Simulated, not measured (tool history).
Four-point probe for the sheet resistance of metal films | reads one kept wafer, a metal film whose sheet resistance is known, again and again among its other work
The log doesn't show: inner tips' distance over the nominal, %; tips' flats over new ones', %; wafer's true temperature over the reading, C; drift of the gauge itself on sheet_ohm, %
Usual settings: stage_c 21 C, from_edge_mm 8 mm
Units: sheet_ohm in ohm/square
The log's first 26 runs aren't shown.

| run | day | stage_c | from_edge_mm | touches since the probe head was changed | hours of work since the stage's thermometer was calibrated | sheet_ohm |
|---|---|---|---|---|---|---|
| 27 | 12.362 | 25 | 14 | 45450 | 366 | 1.639521 |
| 28 | 12.808 | 28 | 14 | 45718 | 371 | 1.636692 |
| 29 | 13.196 | 28 | 14 | 45954 | 375 | 1.636095 |
| 30 | 13.829 | 27 | 68 | 46336 | 382 | 1.635652 |
| 31 | 14.342 | 20 | 55 | 46645 | 388 | 1.643426 |
| 32 | 14.892 | 27 | 4 | 46978 | 394 | 1.657909 |
| 33 | 15.5 | 27 | 4 | 47346 | 400 | 1.657592 |
| 34 | 15.85 | 27 | 4 | 47557 | 404 | 1.658422 |
| 35 | 16.371 | 29 | 61 | 47873 | 410 | 1.633663 |
| 36 | 16.842 | 29 | 61 | 48157 | 415 | 1.63413 |
| 37 | 17.512 | 19 | 21 | 48563 | 422 | 1.645713 |
| 38 | 17.833 | 32 | 19 | 48757 | 426 | 1.631848 |
| 39 | 18.267 | 32 | 19 | 49019 | 431 | 1.631649 |
| 40 | 18.608 | 32 | 19 | 49226 | 434 | 1.632183 |
| 41 | 19.079 | 23 | 9 | 49509 | 439 | 1.644983 |
| 42 | 19.762 | 19 | 4 | 49922 | 447 | 1.667429 |
| 43 | 20.246 | 33 | 3 | 50215 | 452 | 1.6687 |
| 44 | 20.833 | 27 | 11 | 50570 | 459 | 1.639279 |

Forecast each of these 5 alternatives for the next run:
| A | 21.425 | 19 | 9 | 50928 | 465 | ? |
| B | 21.425 | 19 | 5 | 50928 | 465 | ? |
| C | 21.425 | 22 | 21 | 50928 | 465 | ? |
| D | 21.425 | 21 | 35 | 50928 | 465 | ? |
| E | 21.425 | 27 | 11 | 50928 | 465 | ? |

| run | sheet_ohm |
|---|---|
| A | 1.649622 |
| B | 1.659471 |
| C | 1.643313 |
| D | 1.644058 |
| E | 1.63961 |
Without the tool's hidden state the same runs would have given:
| run | sheet_ohm |
|---|---|
| A | 1.641166 |
| B | 1.650968 |
| C | 1.634896 |
| D | 1.635634 |
| E | 1.631226 |
